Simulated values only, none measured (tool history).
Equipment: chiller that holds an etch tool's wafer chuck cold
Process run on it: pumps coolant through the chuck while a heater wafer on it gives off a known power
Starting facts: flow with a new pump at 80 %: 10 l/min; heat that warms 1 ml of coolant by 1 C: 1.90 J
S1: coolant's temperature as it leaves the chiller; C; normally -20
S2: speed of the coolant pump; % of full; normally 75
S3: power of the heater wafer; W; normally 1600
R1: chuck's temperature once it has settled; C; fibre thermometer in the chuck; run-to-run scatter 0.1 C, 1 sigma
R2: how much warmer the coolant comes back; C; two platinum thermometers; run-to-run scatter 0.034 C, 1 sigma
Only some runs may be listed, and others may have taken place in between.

run 1 day=0.000 | S1=-20 S2=75 S3=1600 | R1=3.4 R2=6.02
run 2 day=4.308 | S1=-20 S2=75 S3=1600 | R1=3.5 R2=5.99
run 3 day=12.725 | S1=-20 S2=75 S3=1600 | R1=3.7 R2=6.00
run 4 day=17.358 | S1=-20 S2=75 S3=1600 | R1=3.6 R2=6.00
run 5 day=22.038 | S1=-20 S2=75 S3=1600 | R1=3.8 R2=5.99
-- day=22.996 coolant pump overhauled
run 6 day=27.233 | S1=-20 S2=75 S3=1600 | R1=5.3 R2=6.46
run 7 day=35.050 | S1=-20 S2=75 S3=1600 | R1=5.4 R2=6.48
run 8 day=42.654 | S1=-20 S2=75 S3=1600 | R1=5.5 R2=6.53
-- day=47.750 coolant pump overhauled, once more
run 9 day=48.971 | S1=-20 S2=75 S3=1600 | R1=2.2 R2=5.41
-- day=50.275 chiller's thermometer calibrated
run 10 day=54.508 | S1=-14 S2=73 S3=1600 | R1=9.1 R2=5.49
-- day=56.171 coolant changed, channels flushed
run 11 day=59.946 | S1=-20 S2=74 S3=1600 | R1=0.4 R2=5.50
run 12 day=67.371 | S1=-13 S2=74 S3=1665 | R1=8.1 R2=5.78
run 13 day=71.746 | S1=-13 S2=74 S3=1665 | R1=8.2 R2=5.73
run 14 day=81.308 | S1=-19 S2=75 S3=1600 | R1=1.6 R2=5.52
run 15 day=85.254 | S1=-25 S2=75 S3=1600 | R1=-4.7 R2=5.41
run 16 day=89.129 | S1=-25 S2=75 S3=1600 | R1=-4.6 R2=5.53

Each row is a separate what-if for the run after 16, all from the same tool condition, not one after another. Results?
run A day=97.762 | S1=-25 S2=79 S3=1723 | R1=? R2=?
run B day=97.762 | S1=-19 S2=75 S3=1600 | R1=? R2=?
run C day=97.762 | S1=-22 S2=78 S3=1772 | R1=? R2=?

run=A R1=-3.8 R2=5.62
run=B R1=1.6 R2=5.39
run=C R1=0.2 R2=5.85
With the hidden condition removed and each run's random variation left untouched, the same runs would have given:
run=A R1=-4.4 R2=5.51
run=B R1=1.0 R2=5.29
run=C R1=-0.4 R2=5.73
